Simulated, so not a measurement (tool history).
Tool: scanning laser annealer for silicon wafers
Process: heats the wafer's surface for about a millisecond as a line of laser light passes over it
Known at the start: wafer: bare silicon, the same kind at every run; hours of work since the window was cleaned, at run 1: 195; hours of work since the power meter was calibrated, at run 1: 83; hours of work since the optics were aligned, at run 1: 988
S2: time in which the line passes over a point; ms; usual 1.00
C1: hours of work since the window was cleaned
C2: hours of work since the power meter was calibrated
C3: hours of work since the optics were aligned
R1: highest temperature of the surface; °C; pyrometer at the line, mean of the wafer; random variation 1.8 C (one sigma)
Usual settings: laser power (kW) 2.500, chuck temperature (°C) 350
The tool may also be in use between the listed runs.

Run 1, day 0.000: usual settings; C1 195; C2 83; C3 988. Result: R1 1073 °C.
Run 2, day 0.517: usual settings; C1 200; C2 88; C3 993. Result: R1 1074 °C.
Run 3, day 0.996: usual settings but S2 1.04 ms; C1 205; C2 93; C3 998. Result: R1 1090 °C.
Run 4, day 1.317: usual settings but S2 1.06 ms; C1 208; C2 96; C3 1001. Result: R1 1094 °C.
Run 5, day 1.992: usual settings but S2 1.06 ms; C1 214; C2 103; C3 1007. Result: R1 1097 °C.
Run 6, day 2.333: usual settings; C1 218; C2 106; C3 1011. Result: R1 1077 °C.
Run 7, day 2.829: usual settings; C1 223; C2 111; C3 1015. Result: R1 1076 °C.
Run 8, day 3.479: usual settings; C1 229; C2 117; C3 1022. Result: R1 1078 °C.
Run 9, day 4.171: usual settings; C1 236; C2 124; C3 1029. Result: R1 1076 °C.
Run 10, day 4.725: usual settings but chuck temperature (°C) 355; C1 241; C2 129; C3 1034. Result: R1 1080 °C.
Run 11, day 5.088: usual settings but laser power (kW) 2.314; C1 245; C2 133; C3 1037. Result: R1 1009 °C.
Run 12, day 5.742: usual settings but laser power (kW) 2.314; C1 251; C2 139; C3 1044. Result: R1 1009 °C.
Run 13, day 6.442: usual settings; C1 258; C2 146; C3 1051. Result: R1 1074 °C.
Run 14, day 6.775: usual settings but S2 0.93 ms; C1 261; C2 149; C3 1054. Result: R1 1047 °C.
Run 15, day 7.488: usual settings but S2 0.93 ms; C1 268; C2 156; C3 1061. Result: R1 1047 °C.
Run 16, day 7.862: usual settings but S2 0.93 ms; C1 272; C2 160; C3 1065. Result: R1 1051 °C.
Run 17, day 8.546: usual settings but S2 0.91 ms; C1 278; C2 167; C3 1071. Result: R1 1043 °C.
Run 18, day 9.033: usual settings but S2 0.91 ms; C1 283; C2 171; C3 1076. Result: R1 1043 °C.
Run 19, day 9.650: usual settings; C1 289; C2 177; C3 1082. Result: R1 1077 °C.
Run 20, day 9.975: usual settings but S2 0.91 ms; C1 292; C2 181; C3 1085. Result: R1 1043 °C.
Run 21, day 10.721: usual settings but laser power (kW) 2.235, S2 1.08 ms, chuck temperature (°C) 351; C1 300; C2 188; C3 1092. Result: R1 1004 °C.
Run 22, day 11.262: usual settings but laser power (kW) 2.627, S2 0.77 ms, chuck temperature (°C) 381; C1 305; C2 193; C3 1098. Result: R1 1057 °C.
Run 23, day 11.583: usual settings but laser power (kW) 2.627, S2 0.77 ms, chuck temperature (°C) 381; C1 308; C2 196; C3 1101. Result: R1 1054 °C.
Run 24, day 12.096: usual settings but laser power (kW) 2.627, S2 0.77 ms, chuck temperature (°C) 381; C1 313; C2 201; C3 1106. Result: R1 1060 °C.
Run 25, day 12.696: usual settings but laser power (kW) 2.627, S2 0.77 ms, chuck temperature (°C) 381; C1 319; C2 207; C3 1112. Result: R1 1062 °C.
Run 26, day 13.033: usual settings but laser power (kW) 2.627, S2 0.77 ms, chuck temperature (°C) 381; C1 322; C2 211; C3 1115. Result: R1 1061 °C.
Run 27, day 13.633: usual settings but laser power (kW) 2.627, S2 0.77 ms, chuck temperature (°C) 381; C1 328; C2 216; C3 1121. Result: R1 1058 °C.
Run 28, day 14.262: usual settings but laser power (kW) 2.627, S2 0.77 ms, chuck temperature (°C) 381; C1 334; C2 223; C3 1127. Result: R1 1059 °C.
Run 29, day 14.800: usual settings but S2 1.06 ms, chuck temperature (°C) 372; C1 340; C2 228; C3 1132. Result: R1 1117 °C.
Run 30, day 15.521: usual settings but laser power (kW) 2.337, S2 1.14 ms; C1 347; C2 235; C3 1139. Result: R1 1060 °C.
Run 31, day 16.138: usual settings but laser power (kW) 2.337, S2 1.14 ms; C1 353; C2 241; C3 1145. Result: R1 1058 °C.
Run 32, day 16.642: usual settings but laser power (kW) 2.267, S2 1.12 ms, chuck temperature (°C) 369; C1 358; C2 246; C3 1150. Result: R1 1047 °C.
Run 33, day 17.062: usual settings but laser power (kW) 2.267, S2 1.24 ms, chuck temperature (°C) 369; C1 362; C2 250; C3 1154. Result: R1 1080 °C.
Run 34, day 17.492: usual settings but laser power (kW) 2.554, S2 1.14 ms, chuck temperature (°C) 347; C1 366; C2 254; C3 1159. Result: R1 1144 °C.
Run 35, day 17.867: usual settings but laser power (kW) 2.554, S2 1.14 ms, chuck temperature (°C) 347; C1 370; C2 258; C3 1162. Result: R1 1140 °C.
Run 36, day 18.283: usual settings but laser power (kW) 2.554, S2 1.14 ms, chuck temperature (°C) 347; C1 374; C2 262; C3 1166. Result: R1 1142 °C.
Run 37, day 18.725: usual settings but laser power (kW) 2.633, S2 0.96 ms, chuck temperature (°C) 326; C1 378; C2 266; C3 1171. Result: R1 1084 °C.
Run 38, day 19.333: usual settings but laser power (kW) 2.180, chuck temperature (°C) 377; C1 384; C2 272; C3 1177. Result: R1 986 °C.
Run 39, day 19.817: usual settings but laser power (kW) 2.155, S2 0.83 ms, chuck temperature (°C) 377; C1 389; C2 277; C3 1181. Result: R1 921 °C.
Run 40, day 20.254: usual settings but laser power (kW) 2.533, chuck temperature (°C) 376; C1 393; C2 281; C3 1186. Result: R1 1112 °C.

5 ways to go on from here, each from the tool as it stands after run 40. What would each give?
Run A, day 20.929: usual settings but laser power (kW) 2.423, chuck temperature (°C) 374; C1 399; C2 288; C3 1192. Result: R1 ?.
Run B, day 20.929: usual settings but laser power (kW) 2.720; C1 399; C2 288; C3 1192. Result: R1 ?.
Run C, day 20.929: usual settings but laser power (kW) 2.337; C1 399; C2 288; C3 1192. Result: R1 ?.
Run D, day 20.929: usual settings but laser power (kW) 2.684, S2 0.88 ms, chuck temperature (°C) 379; C1 399; C2 288; C3 1192. Result: R1 ?.
Run E, day 20.929: usual settings but S2 0.71 ms; C1 399; C2 288; C3 1192. Result: R1 ?.

run    R1
  A  1069
  B  1159
  C  1011
  D  1121
  E   960
Without the tool's hidden state the same runs would have given:
run    R1
  A  1070
  B  1161
  C  1013
  D  1123
  E   962

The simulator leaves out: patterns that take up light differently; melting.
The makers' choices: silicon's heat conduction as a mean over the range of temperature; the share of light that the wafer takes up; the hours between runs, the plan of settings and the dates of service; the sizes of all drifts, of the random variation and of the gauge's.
